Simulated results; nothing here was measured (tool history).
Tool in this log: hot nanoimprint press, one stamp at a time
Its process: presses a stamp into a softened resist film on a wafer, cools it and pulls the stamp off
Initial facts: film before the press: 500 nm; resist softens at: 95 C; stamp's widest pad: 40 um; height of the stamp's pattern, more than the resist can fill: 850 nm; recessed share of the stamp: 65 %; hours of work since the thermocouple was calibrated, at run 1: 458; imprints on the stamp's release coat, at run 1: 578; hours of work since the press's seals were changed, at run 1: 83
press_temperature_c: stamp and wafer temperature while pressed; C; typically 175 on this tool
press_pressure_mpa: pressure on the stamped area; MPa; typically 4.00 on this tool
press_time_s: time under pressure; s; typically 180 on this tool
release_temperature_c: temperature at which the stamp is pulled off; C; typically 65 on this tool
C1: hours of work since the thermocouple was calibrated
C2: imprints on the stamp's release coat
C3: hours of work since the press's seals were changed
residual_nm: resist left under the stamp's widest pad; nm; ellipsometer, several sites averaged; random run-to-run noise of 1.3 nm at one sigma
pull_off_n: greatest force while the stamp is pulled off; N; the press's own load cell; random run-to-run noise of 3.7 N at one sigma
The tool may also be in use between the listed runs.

{"run": 1, "hour": 0.0, "press_temperature_c": 175, "press_pressure_mpa": 4.0, "press_time_s": 180, "release_temperature_c": 65, "C1": 458, "C2": 578, "C3": 83, "residual_nm": 196.4, "pull_off_n": 174}
{"run": 2, "hour": 9.0, "press_temperature_c": 175, "press_pressure_mpa": 4.0, "press_time_s": 180, "release_temperature_c": 65, "C1": 463, "C2": 612, "C3": 89, "residual_nm": 196.8, "pull_off_n": 178}
{"run": 3, "hour": 18.0, "press_temperature_c": 172, "press_pressure_mpa": 4.0, "press_time_s": 180, "release_temperature_c": 65, "C1": 469, "C2": 646, "C3": 94, "residual_nm": 209.1, "pull_off_n": 178}
{"run": 4, "hour": 25.2, "press_temperature_c": 175, "press_pressure_mpa": 4.0, "press_time_s": 92, "release_temperature_c": 65, "C1": 473, "C2": 673, "C3": 99, "residual_nm": 249.5, "pull_off_n": 177}
{"run": 5, "hour": 30.0, "press_temperature_c": 175, "press_pressure_mpa": 4.0, "press_time_s": 131, "release_temperature_c": 65, "C1": 476, "C2": 691, "C3": 102, "residual_nm": 222.1, "pull_off_n": 174}
{"run": 6, "hour": 33.9, "press_temperature_c": 175, "press_pressure_mpa": 4.0, "press_time_s": 180, "release_temperature_c": 65, "C1": 479, "C2": 706, "C3": 104, "residual_nm": 198.5, "pull_off_n": 171}
{"run": 7, "hour": 39.4, "press_temperature_c": 175, "press_pressure_mpa": 4.0, "press_time_s": 180, "release_temperature_c": 65, "C1": 482, "C2": 727, "C3": 108, "residual_nm": 197.9, "pull_off_n": 185}
{"run": 8, "hour": 45.3, "press_temperature_c": 175, "press_pressure_mpa": 4.0, "press_time_s": 180, "release_temperature_c": 65, "C1": 486, "C2": 749, "C3": 111, "residual_nm": 197.3, "pull_off_n": 177}
{"run": 9, "hour": 49.6, "press_temperature_c": 175, "press_pressure_mpa": 5.84, "press_time_s": 180, "release_temperature_c": 65, "C1": 489, "C2": 765, "C3": 114, "residual_nm": 160.3, "pull_off_n": 185}
{"run": 10, "hour": 57.2, "press_temperature_c": 175, "press_pressure_mpa": 4.0, "press_time_s": 180, "release_temperature_c": 73, "C1": 493, "C2": 794, "C3": 119, "residual_nm": 196.7, "pull_off_n": 143}
{"hour": 60.7, "done": "plate thermocouple calibrated"}
{"run": 11, "hour": 65.6, "press_temperature_c": 175, "press_pressure_mpa": 4.0, "press_time_s": 180, "release_temperature_c": 73, "C1": 3, "C2": 814, "C3": 122, "residual_nm": 196.9, "pull_off_n": 148}
{"run": 12, "hour": 74.6, "press_temperature_c": 175, "press_pressure_mpa": 4.0, "press_time_s": 180, "release_temperature_c": 73, "C1": 9, "C2": 848, "C3": 128, "residual_nm": 198.5, "pull_off_n": 148}
{"run": 13, "hour": 80.0, "press_temperature_c": 175, "press_pressure_mpa": 4.0, "press_time_s": 180, "release_temperature_c": 73, "C1": 12, "C2": 869, "C3": 131, "residual_nm": 196.6, "pull_off_n": 140}
{"run": 14, "hour": 86.2, "press_temperature_c": 175, "press_pressure_mpa": 4.0, "press_time_s": 180, "release_temperature_c": 55, "C1": 16, "C2": 892, "C3": 135, "residual_nm": 197.1, "pull_off_n": 224}
{"run": 15, "hour": 93.1, "press_temperature_c": 175, "press_pressure_mpa": 4.0, "press_time_s": 180, "release_temperature_c": 55, "C1": 20, "C2": 919, "C3": 139, "residual_nm": 198.1, "pull_off_n": 216}
{"run": 16, "hour": 100.4, "press_temperature_c": 175, "press_pressure_mpa": 5.07, "press_time_s": 180, "release_temperature_c": 55, "C1": 25, "C2": 946, "C3": 144, "residual_nm": 174.3, "pull_off_n": 214}
{"run": 17, "hour": 106.1, "press_temperature_c": 175, "press_pressure_mpa": 5.03, "press_time_s": 158, "release_temperature_c": 55, "C1": 28, "C2": 968, "C3": 148, "residual_nm": 183.1, "pull_off_n": 215}
{"run": 18, "hour": 114.8, "press_temperature_c": 175, "press_pressure_mpa": 4.0, "press_time_s": 180, "release_temperature_c": 56, "C1": 34, "C2": 1001, "C3": 153, "residual_nm": 197.1, "pull_off_n": 211}
{"run": 19, "hour": 121.2, "press_temperature_c": 175, "press_pressure_mpa": 4.0, "press_time_s": 180, "release_temperature_c": 56, "C1": 38, "C2": 1025, "C3": 157, "residual_nm": 198.5, "pull_off_n": 215}
{"run": 20, "hour": 127.2, "press_temperature_c": 174, "press_pressure_mpa": 2.71, "press_time_s": 221, "release_temperature_c": 53, "C1": 42, "C2": 1047, "C3": 161, "residual_nm": 228.0, "pull_off_n": 228}
{"run": 21, "hour": 134.6, "press_temperature_c": 174, "press_pressure_mpa": 2.71, "press_time_s": 221, "release_temperature_c": 53, "C1": 46, "C2": 1076, "C3": 165, "residual_nm": 230.2, "pull_off_n": 220}
{"run": 22, "hour": 142.0, "press_temperature_c": 175, "press_pressure_mpa": 4.56, "press_time_s": 108, "release_temperature_c": 65, "C1": 51, "C2": 1104, "C3": 170, "residual_nm": 223.4, "pull_off_n": 184}
{"run": 23, "hour": 149.0, "press_temperature_c": 175, "press_pressure_mpa": 4.56, "press_time_s": 108, "release_temperature_c": 65, "C1": 55, "C2": 1130, "C3": 174, "residual_nm": 220.9, "pull_off_n": 182}
{"run": 24, "hour": 156.3, "press_temperature_c": 180, "press_pressure_mpa": 2.78, "press_time_s": 123, "release_temperature_c": 51, "C1": 60, "C2": 1158, "C3": 179, "residual_nm": 241.8, "pull_off_n": 237}
{"run": 25, "hour": 164.1, "press_temperature_c": 180, "press_pressure_mpa": 2.78, "press_time_s": 155, "release_temperature_c": 53, "C1": 65, "C2": 1187, "C3": 184, "residual_nm": 226.4, "pull_off_n": 229}
{"run": 26, "hour": 169.0, "press_temperature_c": 180, "press_pressure_mpa": 2.78, "press_time_s": 155, "release_temperature_c": 53, "C1": 68, "C2": 1206, "C3": 187, "residual_nm": 224.2, "pull_off_n": 227}
{"run": 27, "hour": 176.6, "press_temperature_c": 180, "press_pressure_mpa": 2.78, "press_time_s": 155, "release_temperature_c": 53, "C1": 72, "C2": 1235, "C3": 192, "residual_nm": 227.9, "pull_off_n": 233}
{"run": 28, "hour": 182.0, "press_temperature_c": 180, "press_pressure_mpa": 2.78, "press_time_s": 155, "release_temperature_c": 53, "C1": 76, "C2": 1255, "C3": 195, "residual_nm": 226.6, "pull_off_n": 229}
{"run": 29, "hour": 189.9, "press_temperature_c": 180, "press_pressure_mpa": 2.78, "press_time_s": 112, "release_temperature_c": 53, "C1": 81, "C2": 1285, "C3": 200, "residual_nm": 252.7, "pull_off_n": 226}

What if the next run were any one of these 5? Each begins from the tool's condition after run 29:
{"run": "A", "hour": 197.0, "press_temperature_c": 175, "press_pressure_mpa": 4.0, "press_time_s": 184, "release_temperature_c": 65, "C1": 85, "C2": 1312, "C3": 204, "residual_nm": "?", "pull_off_n": "?"}
{"run": "B", "hour": 197.0, "press_temperature_c": 183, "press_pressure_mpa": 4.0, "press_time_s": 151, "release_temperature_c": 58, "C1": 85, "C2": 1312, "C3": 204, "residual_nm": "?", "pull_off_n": "?"}
{"run": "C", "hour": 197.0, "press_temperature_c": 180, "press_pressure_mpa": 2.78, "press_time_s": 266, "release_temperature_c": 53, "C1": 85, "C2": 1312, "C3": 204, "residual_nm": "?", "pull_off_n": "?"}
{"run": "D", "hour": 197.0, "press_temperature_c": 175, "press_pressure_mpa": 4.0, "press_time_s": 188, "release_temperature_c": 65, "C1": 85, "C2": 1312, "C3": 204, "residual_nm": "?", "pull_off_n": "?"}
{"run": "E", "hour": 197.0, "press_temperature_c": 165, "press_pressure_mpa": 4.91, "press_time_s": 97, "release_temperature_c": 53, "C1": 85, "C2": 1312, "C3": 204, "residual_nm": "?", "pull_off_n": "?"}

run=A residual_nm=195.6 pull_off_n=176
run=B residual_nm=175.0 pull_off_n=203
run=C residual_nm=184.7 pull_off_n=223
run=D residual_nm=194.3 pull_off_n=173
run=E residual_nm=278.4 pull_off_n=226
With the hidden condition removed and each run's random variation left untouched, the same runs would have given:
run=A residual_nm=195.6 pull_off_n=175
run=B residual_nm=174.9 pull_off_n=201
run=C residual_nm=184.6 pull_off_n=221
run=D residual_nm=194.3 pull_off_n=171
run=E residual_nm=278.3 pull_off_n=224
